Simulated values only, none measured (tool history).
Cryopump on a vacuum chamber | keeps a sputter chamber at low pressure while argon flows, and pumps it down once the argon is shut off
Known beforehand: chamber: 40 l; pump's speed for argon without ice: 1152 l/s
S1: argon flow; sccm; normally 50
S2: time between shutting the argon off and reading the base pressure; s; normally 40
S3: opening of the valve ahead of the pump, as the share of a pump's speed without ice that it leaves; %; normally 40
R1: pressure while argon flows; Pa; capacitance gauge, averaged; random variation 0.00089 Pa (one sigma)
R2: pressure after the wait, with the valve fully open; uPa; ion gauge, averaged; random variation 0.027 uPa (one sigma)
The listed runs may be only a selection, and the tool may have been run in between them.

| run | day | S1 | S2 | S3 | R1 | R2 |
|---|---|---|---|---|---|---|
| 1 | 0 | 50 | 40 | 40 | 0.1841 | 1.22 |
| 2 | 1.346 | 28 | 40 | 40 | 0.1036 | 1.22 |
| 3 | 2.783 | 39 | 40 | 40 | 0.1427 | 1.22 |
| 4 | 4.225 | 39 | 22 | 40 | 0.1433 | 1.99 |
| 5 | 5.75 | 50 | 40 | 36 | 0.2068 | 1.24 |
| 6 | 7.175 | 50 | 40 | 36 | 0.2061 | 1.29 |
| 7 | 8.817 | 50 | 40 | 36 | 0.2051 | 1.34 |
| 8 | 10.188 | 50 | 40 | 36 | 0.2068 | 1.33 |
| 9 | 11.325 | 50 | 40 | 36 | 0.2063 | 1.35 |
| 10 | 13.017 | 50 | 40 | 36 | 0.2092 | 1.39 |
| 11 | 14.279 | 50 | 40 | 36 | 0.2089 | 1.36 |
| 12 | 15.838 | 50 | 40 | 39 | 0.1952 | 1.39 |
| 13 | 17.021 | 50 | 40 | 39 | 0.1939 | 1.49 |
| 14 | 17.888 | 50 | 40 | 39 | 0.1931 | 1.47 |
| 15 | 19.267 | 50 | 40 | 40 | 0.1884 | 1.44 |
| 16 | 20.362 | 50 | 40 | 40 | 0.1901 | 1.53 |
| 17 | 21.221 | 50 | 40 | 40 | 0.1911 | 1.54 |
| 18 | 21.954 | 50 | 40 | 40 | 0.1904 | 1.51 |
| 19 | 23.275 | 50 | 40 | 40 | 0.1908 | 1.56 |
| 20 | 24.075 | 50 | 40 | 40 | 0.1896 | 1.56 |
| 21 | 25.458 | 50 | 144 | 26 | 0.2904 | 0.91 |
| 22 | 27.05 | 50 | 144 | 26 | 0.2933 | 0.9 |
| 23 | 28.117 | 50 | 144 | 26 | 0.289 | 0.95 |
| 24 | 29.383 | 77 | 205 | 26 | 0.4469 | 0.91 |
| 25 | 30.754 | 28 | 25 | 28 | 0.1522 | 2.21 |
| 26 | 32.412 | 50 | 295 | 40 | 0.1923 | 0.88 |
| 27 | 34.188 | 50 | 295 | 40 | 0.1938 | 0.91 |
| 28 | 35.629 | 31 | 23 | 22 | 0.214 | 2.42 |
| 29 | 36.588 | 31 | 23 | 22 | 0.2145 | 2.46 |
| 30 | 37.3 | 24 | 21 | 26 | 0.1408 | 2.55 |
| 31 | 38.233 | 85 | 123 | 40 | 0.3343 | 1.16 |
| 32 | 39.779 | 57 | 104 | 59 | 0.1588 | 1.22 |

Here are 3 independent what-if runs from the current tool condition. What would each one return?
| A | 41.192 | 69 | 39 | 28 | ? | ? |
| B | 41.192 | 43 | 51 | 56 | ? | ? |
| C | 41.192 | 25 | 103 | 27 | ? | ? |

| run | R1 | R2 |
|---|---|---|
| A | 0.3794 | 1.86 |
| B | 0.124 | 1.63 |
| C | 0.1406 | 1.26 |
What these runs would have given with no unlogged condition in the tool:
| run | R1 | R2 |
|---|---|---|
| A | 0.3608 | 1.21 |
| B | 0.1124 | 0.98 |
| C | 0.1339 | 0.61 |
